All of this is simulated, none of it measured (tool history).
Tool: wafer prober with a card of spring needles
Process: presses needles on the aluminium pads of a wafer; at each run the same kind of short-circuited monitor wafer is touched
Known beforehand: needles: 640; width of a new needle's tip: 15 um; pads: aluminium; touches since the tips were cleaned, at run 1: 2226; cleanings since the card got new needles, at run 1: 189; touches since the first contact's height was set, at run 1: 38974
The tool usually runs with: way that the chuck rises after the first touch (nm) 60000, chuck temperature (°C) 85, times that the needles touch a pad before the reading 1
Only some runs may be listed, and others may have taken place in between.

run,hour,way that the chuck rises after the first touch (nm),chuck temperature (°C),times that the needles touch a pad before the reading,touches since the tips were cleaned,cleanings since the card got new needles,touches since the first contact's height was set,resistance of one needle with its contact and lead (mohm),way that a needle slides on the pad (nm)
1,0.0,60000,85,1,2226,189,38974,317,9130
# hour 2.4: tips cleaned on abrasive film
# hour 11.7: tips cleaned on abrasive film
# hour 23.2: tips cleaned on abrasive film
# hour 34.6: tips cleaned on abrasive film
# hour 46.1: tips cleaned on abrasive film
2,47.8,60000,85,1,403,194,50588,301,8840
# hour 57.1: tips cleaned on abrasive film
# hour 68.7: tips cleaned on abrasive film
# hour 80.3: tips cleaned on abrasive film
# hour 89.6: tips cleaned on abrasive film
3,90.3,60000,85,1,166,198,60930,298,8830
# hour 99.4: tips cleaned on abrasive film
# hour 101.5: tips cleaned on abrasive film, once more
# hour 113.1: tips cleaned on abrasive film
4,117.7,60000,85,1,1110,201,67578,313,8850
# hour 124.5: tips cleaned on abrasive film
# hour 135.9: tips cleaned on abrasive film
# hour 147.3: tips cleaned on abrasive film
# hour 156.6: tips cleaned on abrasive film
5,157.5,60000,85,1,218,205,77265,294,8670
# hour 166.8: tips cleaned on abrasive film
# hour 178.4: tips cleaned on abrasive film
# hour 189.2: tips cleaned on abrasive film
6,189.2,60000,35,1,0,208,84965,279,8660
# hour 200.8: tips cleaned on abrasive film
# hour 212.3: tips cleaned on abrasive film
# hour 223.9: tips cleaned on abrasive film
# hour 235.5: tips cleaned on abrasive film
7,237.3,60000,35,1,431,212,96691,288,8690
# hour 246.6: tips cleaned on abrasive film
# hour 255.9: tips cleaned on abrasive film
# hour 267.5: tips cleaned on abrasive film
8,270.7,60000,44,1,770,215,104810,300,8440
# hour 277.7: tips cleaned on abrasive film
# hour 289.1: tips cleaned on abrasive film
# hour 300.6: tips cleaned on abrasive film
9,306.3,60000,44,1,1397,218,113486,315,8420
# hour 311.0: tips cleaned on abrasive film
# hour 322.6: tips cleaned on abrasive film
# hour 334.2: tips cleaned on abrasive film
10,338.7,60000,44,1,1112,221,121372,303,8470
# hour 345.7: tips cleaned on abrasive film
# hour 357.3: tips cleaned on abrasive film
11,359.7,60000,85,1,604,223,126486,311,8370
# hour 366.7: tips cleaned on abrasive film
# hour 378.1: tips cleaned on abrasive film
# hour 387.4: tips cleaned on abrasive film
12,388.1,60000,85,1,173,226,133381,300,8420
# hour 397.4: tips cleaned on abrasive film
# hour 408.9: tips cleaned on abrasive film
# hour 420.3: tips cleaned on abrasive film
# hour 431.8: tips cleaned on abrasive film
13,436.8,60000,85,1,1242,230,145254,322,8310
# hour 441.5: tips cleaned on abrasive film
# hour 450.8: tips cleaned on abrasive film
# hour 462.1: tips cleaned on abrasive film
# hour 473.6: tips cleaned on abrasive film
# hour 473.9: height of the first contact set anew
14,479.3,60000,85,1,1324,234,1324,316,9300
# hour 483.9: tips cleaned on abrasive film
# hour 495.4: tips cleaned on abrasive film
# hour 504.7: tips cleaned on abrasive film
15,506.0,60000,86,2,331,237,7815,296,9240
# hour 515.1: tips cleaned on abrasive film
# hour 524.4: tips cleaned on abrasive film
# hour 536.0: tips cleaned on abrasive film
16,544.8,49000,97,2,2140,240,17249,338,7470
# hour 547.2: tips cleaned on abrasive film
# hour 558.8: tips cleaned on abrasive film
# hour 570.4: tips cleaned on abrasive film
# hour 579.7: tips cleaned on abrasive film
# hour 589.3: tips cleaned on abrasive film
17,589.3,60000,34,1,0,245,28058,279,9110
# hour 600.7: tips cleaned on abrasive film
# hour 610.1: tips cleaned on abrasive film
# hour 621.2: tips cleaned on abrasive film
18,621.2,60000,34,1,0,248,35825,274,9150
# hour 632.8: tips cleaned on abrasive film
# hour 644.3: tips cleaned on abrasive film
# hour 655.9: tips cleaned on abrasive film
19,659.9,61000,56,2,986,251,45251,294,9110
# hour 666.8: tips cleaned on abrasive film
# hour 678.4: tips cleaned on abrasive film
20,682.9,60000,85,2,1092,253,50852,306,9050
# hour 689.9: tips cleaned on abrasive film
# hour 701.3: tips cleaned on abrasive film
21,709.6,60000,85,2,2057,255,57375,312,8980
# hour 712.0: tips cleaned on abrasive film
# hour 723.6: tips cleaned on abrasive film
# hour 735.3: tips cleaned on abrasive film
22,741.9,61000,85,2,1638,258,65233,307,8980
# hour 746.6: tips cleaned on abrasive film
# hour 758.2: tips cleaned on abrasive film
# hour 767.5: tips cleaned on abrasive film
# hour 778.9: tips cleaned on abrasive film
23,778.9,53000,29,1,0,262,74206,283,7810
# hour 788.2: tips cleaned on abrasive film
# hour 799.8: tips cleaned on abrasive film
# hour 809.1: tips cleaned on abrasive film
# hour 819.2: tips cleaned on abrasive film
24,819.2,57000,33,3,0,266,84017,283,8390
# hour 830.6: tips cleaned on abrasive film
# hour 842.0: tips cleaned on abrasive film
25,842.9,57000,33,3,239,268,89794,284,8300
# hour 852.2: tips cleaned on abrasive film
# hour 863.8: tips cleaned on abrasive film
# hour 875.4: tips cleaned on abrasive film
# hour 887.0: tips cleaned on abrasive film
26,890.3,75000,44,1,809,272,101327,287,11140
# hour 897.3: tips cleaned on abrasive film
# hour 908.9: tips cleaned on abrasive film
27,917.3,75000,35,3,2051,274,107902,280,10980

3 options for the next run, each taken on its own from the tool as it stands now. Forecast them:
# hour 919.7: tips cleaned on abrasive film
# hour 929.0: tips cleaned on abrasive film
# hour 940.5: tips cleaned on abrasive film
# hour 951.9: tips cleaned on abrasive film
A,957.9,64000,27,3,1488,278,117793,?,?
# hour 919.7: tips cleaned on abrasive film
# hour 929.0: tips cleaned on abrasive film
# hour 940.5: tips cleaned on abrasive film
# hour 951.9: tips cleaned on abrasive film
B,957.9,67000,35,2,1488,278,117793,?,?
# hour 919.7: tips cleaned on abrasive film
# hour 929.0: tips cleaned on abrasive film
# hour 940.5: tips cleaned on abrasive film
# hour 951.9: tips cleaned on abrasive film
C,957.9,41000,85,1,1488,278,117793,?,?

run,resistance of one needle with its contact and lead (mohm),way that a needle slides on the pad (nm)
A,284,9220
B,294,9750
C,390,5650
Had the tool no hidden state, the same runs would have come out as:
run,resistance of one needle with its contact and lead (mohm),way that a needle slides on the pad (nm)
A,257,9930
B,261,10460
C,282,6360
